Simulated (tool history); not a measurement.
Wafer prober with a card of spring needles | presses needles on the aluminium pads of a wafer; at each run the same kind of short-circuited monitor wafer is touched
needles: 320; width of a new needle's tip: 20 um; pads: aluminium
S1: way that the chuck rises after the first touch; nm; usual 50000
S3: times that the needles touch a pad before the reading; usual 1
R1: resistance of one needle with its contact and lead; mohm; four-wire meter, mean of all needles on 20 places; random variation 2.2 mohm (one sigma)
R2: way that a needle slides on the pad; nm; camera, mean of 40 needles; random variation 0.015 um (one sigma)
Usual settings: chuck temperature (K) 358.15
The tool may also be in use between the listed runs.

{"run": 1, "hour": 0.0, "S1": 50000, "chuck temperature (K)": 358.15, "S3": 1, "R1": 277, "R2": 7130}
{"run": 2, "hour": 4.6, "S1": 50000, "chuck temperature (K)": 358.15, "S3": 1, "R1": 309, "R2": 7120}
{"run": 3, "hour": 15.3, "S1": 50000, "chuck temperature (K)": 358.15, "S3": 1, "R1": 294, "R2": 7100}
{"run": 4, "hour": 21.1, "S1": 50000, "chuck temperature (K)": 358.15, "S3": 1, "R1": 323, "R2": 7120}
{"run": 5, "hour": 28.6, "S1": 50000, "chuck temperature (K)": 358.15, "S3": 1, "R1": 298, "R2": 7090}
{"run": 6, "hour": 34.4, "S1": 50000, "chuck temperature (K)": 358.15, "S3": 1, "R1": 326, "R2": 7090}
{"run": 7, "hour": 39.9, "S1": 50000, "chuck temperature (K)": 358.15, "S3": 1, "R1": 275, "R2": 7050}
{"run": 8, "hour": 46.4, "S1": 49000, "chuck temperature (K)": 358.15, "S3": 1, "R1": 319, "R2": 6950}
{"run": 9, "hour": 53.2, "S1": 49000, "chuck temperature (K)": 358.15, "S3": 1, "R1": 276, "R2": 6910}
{"run": 10, "hour": 61.0, "S1": 49000, "chuck temperature (K)": 358.15, "S3": 1, "R1": 330, "R2": 6900}
{"run": 11, "hour": 66.8, "S1": 50000, "chuck temperature (K)": 300.15, "S3": 1, "R1": 271, "R2": 7040}
{"run": 12, "hour": 74.7, "S1": 50000, "chuck temperature (K)": 300.15, "S3": 1, "R1": 322, "R2": 7030}
{"run": 13, "hour": 83.3, "S1": 50000, "chuck temperature (K)": 300.15, "S3": 1, "R1": 293, "R2": 7000}
{"run": 14, "hour": 87.8, "S1": 50000, "chuck temperature (K)": 300.15, "S3": 1, "R1": 321, "R2": 7000}
{"run": 15, "hour": 96.0, "S1": 50000, "chuck temperature (K)": 300.15, "S3": 1, "R1": 286, "R2": 7010}
{"run": 16, "hour": 103.1, "S1": 50000, "chuck temperature (K)": 342.15, "S3": 1, "R1": 334, "R2": 7010}
{"run": 17, "hour": 112.1, "S1": 34000, "chuck temperature (K)": 358.15, "S3": 1, "R1": 411, "R2": 4630}
{"run": 18, "hour": 117.1, "S1": 57000, "chuck temperature (K)": 337.15, "S3": 1, "R1": 308, "R2": 8000}
{"run": 19, "hour": 125.1, "S1": 50000, "chuck temperature (K)": 350.15, "S3": 1, "R1": 313, "R2": 6960}
{"run": 20, "hour": 135.8, "S1": 40000, "chuck temperature (K)": 313.15, "S3": 1, "R1": 329, "R2": 5500}
{"run": 21, "hour": 141.4, "S1": 40000, "chuck temperature (K)": 305.15, "S3": 3, "R1": 291, "R2": 5500}
{"run": 22, "hour": 146.3, "S1": 50000, "chuck temperature (K)": 316.15, "S3": 1, "R1": 269, "R2": 6910}
{"run": 23, "hour": 151.0, "S1": 50000, "chuck temperature (K)": 358.15, "S3": 1, "R1": 319, "R2": 6920}
{"run": 24, "hour": 160.0, "S1": 50000, "chuck temperature (K)": 358.15, "S3": 1, "R1": 280, "R2": 6930}
{"run": 25, "hour": 164.9, "S1": 41000, "chuck temperature (K)": 364.15, "S3": 1, "R1": 355, "R2": 5620}
{"run": 26, "hour": 171.1, "S1": 37000, "chuck temperature (K)": 364.15, "S3": 1, "R1": 277, "R2": 5030}
{"run": 27, "hour": 175.8, "S1": 50000, "chuck temperature (K)": 358.15, "S3": 1, "R1": 299, "R2": 6910}
{"run": 28, "hour": 184.4, "S1": 50000, "chuck temperature (K)": 358.15, "S3": 1, "R1": 261, "R2": 6880}
{"run": 29, "hour": 193.1, "S1": 41000, "chuck temperature (K)": 392.15, "S3": 1, "R1": 381, "R2": 5580}
{"run": 30, "hour": 199.3, "S1": 40000, "chuck temperature (K)": 325.15, "S3": 2, "R1": 274, "R2": 5440}
{"run": 31, "hour": 209.4, "S1": 40000, "chuck temperature (K)": 325.15, "S3": 2, "R1": 342, "R2": 5410}
{"run": 32, "hour": 214.1, "S1": 40000, "chuck temperature (K)": 325.15, "S3": 2, "R1": 295, "R2": 5390}
{"run": 33, "hour": 218.7, "S1": 40000, "chuck temperature (K)": 325.15, "S3": 1, "R1": 373, "R2": 5410}

Taken out of this log: 16 entries between the listed runs. Where each belongs, and how the hidden state differs across it:
Between runs 2 and 3: tips cleaned on abrasive film (hour 12.0)
  debris on the tips, nm: 40.1 -> 25.9; way that the needles fall short of the set height, um: 0.96 -> 1.06; tips' diameter, um: 21.2 -> 21.23
  measured less the result without the state, R1: +59 -> +40 mohm; R2: -140 -> -160 nm
Between runs 4 and 5: tips cleaned on abrasive film (hour 25.0)
  debris on the tips, nm: 50.8 -> 29.4; way that the needles fall short of the set height, um: 1.06 -> 1.2; tips' diameter, um: 21.23 -> 21.28
  measured less the result without the state, R1: +75 -> +46 mohm; R2: -150 -> -180 nm
Between runs 6 and 7: tips cleaned on abrasive film (hour 38.4)
  debris on the tips, nm: 51.9 -> 15.6; way that the needles fall short of the set height, um: 1.2 -> 1.32; tips' diameter, um: 21.28 -> 21.32
  measured less the result without the state, R1: +78 -> +26 mohm; R2: -170 -> -190 nm
Between runs 8 and 9: tips cleaned on abrasive film (hour 51.6)
  debris on the tips, nm: 45.3 -> 17.5; way that the needles fall short of the set height, um: 1.32 -> 1.43; tips' diameter, um: 21.32 -> 21.36
  measured less the result without the state, R1: +72 -> +29 mohm; R2: -190 -> -210 nm
Between runs 10 and 11: tips cleaned on abrasive film (hour 64.7)
  debris on the tips, nm: 50.5 -> 21.4; way that the needles fall short of the set height, um: 1.43 -> 1.55; tips' diameter, um: 21.36 -> 21.4
  measured less the result without the state, R1: +80 -> +38 mohm; R2: -200 -> -220 nm
Between runs 12 and 13: tips cleaned on abrasive film (hour 78.2)
  debris on the tips, nm: 53.7 -> 35.4; way that the needles fall short of the set height, um: 1.55 -> 1.67; tips' diameter, um: 21.4 -> 21.44
  measured less the result without the state, R1: +89 -> +61 mohm; R2: -220 -> -250 nm
Between runs 14 and 15: tips cleaned on abrasive film (hour 91.7)
  debris on the tips, nm: 52 -> 32.2; way that the needles fall short of the set height, um: 1.67 -> 1.78; tips' diameter, um: 21.44 -> 21.48
  measured less the result without the state, R1: +88 -> +55 mohm; R2: -240 -> -260 nm
Between runs 16 and 17: tips cleaned on abrasive film (hour 105.0)
  debris on the tips, nm: 56.7 -> 42.6; way that the needles fall short of the set height, um: 1.78 -> 1.92; tips' diameter, um: 21.48 -> 21.53
  measured less the result without the state, R1: +91 -> +145 mohm; R2: -260 -> -280 nm
Between runs 18 and 19: tips cleaned on abrasive film (hour 118.1)
  debris on the tips, nm: 56.1 -> 40.5; way that the needles fall short of the set height, um: 1.92 -> 2.06; tips' diameter, um: 21.53 -> 21.58
  measured less the result without the state, R1: +71 -> +66 mohm; R2: -280 -> -300 nm
Between runs 19 and 20: tips cleaned on abrasive film (hour 131.2)
  debris on the tips, nm: 40.5 -> 31.1; way that the needles fall short of the set height, um: 2.06 -> 2.2; tips' diameter, um: 21.58 -> 21.63
  measured less the result without the state, R1: +66 -> +85 mohm; R2: -300 -> -320 nm
Between runs 21 and 22: tips cleaned on abrasive film (hour 144.7)
  debris on the tips, nm: 52 -> 15.6; way that the needles fall short of the set height, um: 2.2 -> 2.32; tips' diameter, um: 21.63 -> 21.67
  measured less the result without the state, R1: +53 -> +30 mohm; R2: -320 -> -340 nm
Between runs 23 and 24: tips cleaned on abrasive film (hour 158.1)
  debris on the tips, nm: 41 -> 17.8; way that the needles fall short of the set height, um: 2.32 -> 2.4; tips' diameter, um: 21.67 -> 21.7
  measured less the result without the state, R1: +68 -> +31 mohm; R2: -340 -> -350 nm
Between runs 25 and 26: tips cleaned on abrasive film (hour 171.1)
  debris on the tips, nm: 41 -> 3.3; way that the needles fall short of the set height, um: 2.4 -> 2.49; tips' diameter, um: 21.7 -> 21.73
  measured less the result without the state, R1: +99 -> +16 mohm; R2: -350 -> -360 nm
Between runs 27 and 28: tips cleaned on abrasive film (hour 184.4)
  debris on the tips, nm: 32.5 -> 4.1; way that the needles fall short of the set height, um: 2.49 -> 2.6; tips' diameter, um: 21.73 -> 21.77
  measured less the result without the state, R1: +54 -> +11 mohm; R2: -360 -> -380 nm
Between runs 29 and 30: tips cleaned on abrasive film (hour 197.8)
  debris on the tips, nm: 47.8 -> 14.5; way that the needles fall short of the set height, um: 2.6 -> 2.69; tips' diameter, um: 21.77 -> 21.8
  measured less the result without the state, R1: +113 -> +28 mohm; R2: -370 -> -390 nm
Between runs 31 and 32: tips cleaned on abrasive film (hour 210.8)
  debris on the tips, nm: 56.1 -> 27.5; way that the needles fall short of the set height, um: 2.69 -> 2.8; tips' diameter, um: 21.8 -> 21.84
  measured less the result without the state, R1: +95 -> +49 mohm; R2: -390 -> -400 nm

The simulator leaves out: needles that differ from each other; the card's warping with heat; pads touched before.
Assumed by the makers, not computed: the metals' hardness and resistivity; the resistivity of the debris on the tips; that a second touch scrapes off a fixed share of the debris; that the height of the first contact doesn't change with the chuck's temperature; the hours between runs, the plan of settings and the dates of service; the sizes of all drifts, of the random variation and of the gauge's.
